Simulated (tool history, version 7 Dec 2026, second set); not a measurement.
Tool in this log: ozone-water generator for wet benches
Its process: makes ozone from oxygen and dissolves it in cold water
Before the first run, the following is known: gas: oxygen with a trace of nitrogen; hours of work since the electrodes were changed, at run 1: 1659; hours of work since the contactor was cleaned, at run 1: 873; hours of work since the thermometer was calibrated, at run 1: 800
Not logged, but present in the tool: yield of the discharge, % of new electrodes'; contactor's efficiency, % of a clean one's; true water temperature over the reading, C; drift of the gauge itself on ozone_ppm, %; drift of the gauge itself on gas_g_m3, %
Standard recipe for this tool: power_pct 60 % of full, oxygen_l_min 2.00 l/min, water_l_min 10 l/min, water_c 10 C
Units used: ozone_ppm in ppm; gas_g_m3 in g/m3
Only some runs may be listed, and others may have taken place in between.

run	hour	power_pct	oxygen_l_min	water_l_min	water_c	hours of work since the electrodes were changed	hours of work since the contactor was cleaned	hours of work since the thermometer was calibrated	ozone_ppm	gas_g_m3
1	0.0	60	2.00	10	10	1659	873	800	22.4	211.5
2	48.7	60	2.00	10	5	1698	913	839	23.6	209.3
3	72.0	60	2.00	10	10	1718	932	858	22.4	208.7
4	95.8	60	2.00	10	10	1737	951	878	22.6	210.9
5	117.7	60	2.00	10	10	1755	969	896	22.2	211.4
6	149.9	60	2.00	12	10	1781	995	922	19.0	209.7
7	185.6	87	2.00	12	10	1810	1025	951	24.8	275.4
8	233.5	87	2.00	12	10	1849	1064	990	24.9	274.5
9	276.7	87	2.00	12	10	1885	1099	1025	24.8	277.6
10	304.4	60	2.00	10	10	1907	1122	1048	22.2	211.4
11	343.4	60	2.00	10	10	1939	1153	1080	22.1	210.1
12	391.3	60	2.00	10	10	1978	1192	1119	22.2	212.9
13	434.0	60	2.00	10	10	2013	1227	1154	22.5	209.3
14	479.9	60	2.00	10	10	2050	1265	1191	22.4	212.1
15	502.9	60	2.00	10	10	2069	1284	1210	22.8	211.3
16	541.1	60	2.00	10	10	2100	1315	1241	22.7	211.2
17	592.1	60	2.00	9	10	2142	1356	1283	24.2	211.8
18	629.4	60	2.00	9	10	2172	1387	1313	24.3	212.3
19	674.8	60	2.00	9	10	2210	1424	1350	24.5	213.2
20	721.0	46	2.00	10	10	2247	1462	1388	18.7	175.3
21	754.3	46	2.00	10	14	2274	1489	1415	17.8	176.4
22	795.6	46	1.96	10	6	2308	1523	1449	19.1	177.4
23	840.5	93	1.96	10	6	2345	1559	1486	31.3	294.4
24	863.0	93	1.96	10	6	2363	1578	1504	31.7	292.5
25	911.4	64	1.45	9	9	2403	1617	1543	24.5	264.4
26	953.0	82	1.31	9	12	2437	1651	1577	27.5	333.0
27	981.6	82	1.31	9	12	2460	1674	1601	27.5	331.7
28	1009.1	82	1.31	9	12	2482	1697	1623	27.6	336.6
29	1034.5	82	1.31	9	12	2503	1717	1644	28.1	332.9
30	1060.5	82	1.31	9	12	2524	1739	1665	27.6	328.9
31	1101.8	82	1.88	9	14	2558	1772	1699	28.6	277.2
32	1135.9	82	1.88	9	14	2586	1800	1727	28.9	276.5
33	1178.8	82	1.88	9	14	2621	1835	1762	28.9	277.4

Forecast each of these 4 alternatives for the next run:
A	1231.4	41	1.88	14	14	2664	1878	1805	?	?
B	1231.4	62	1.88	9	14	2664	1878	1805	?	?
C	1231.4	82	1.02	9	15	2664	1878	1805	?	?
D	1231.4	64	1.88	9	14	2664	1878	1805	?	?

run	ozone_ppm	gas_g_m3
A	11.9	166.9
B	23.4	226.0
C	25.4	376.5
D	24.2	234.1
With no hidden state in the tool, these same runs would have given:
run	ozone_ppm	gas_g_m3
A	12.0	163.2
B	23.5	221.1
C	25.5	368.5
D	24.3	229.1
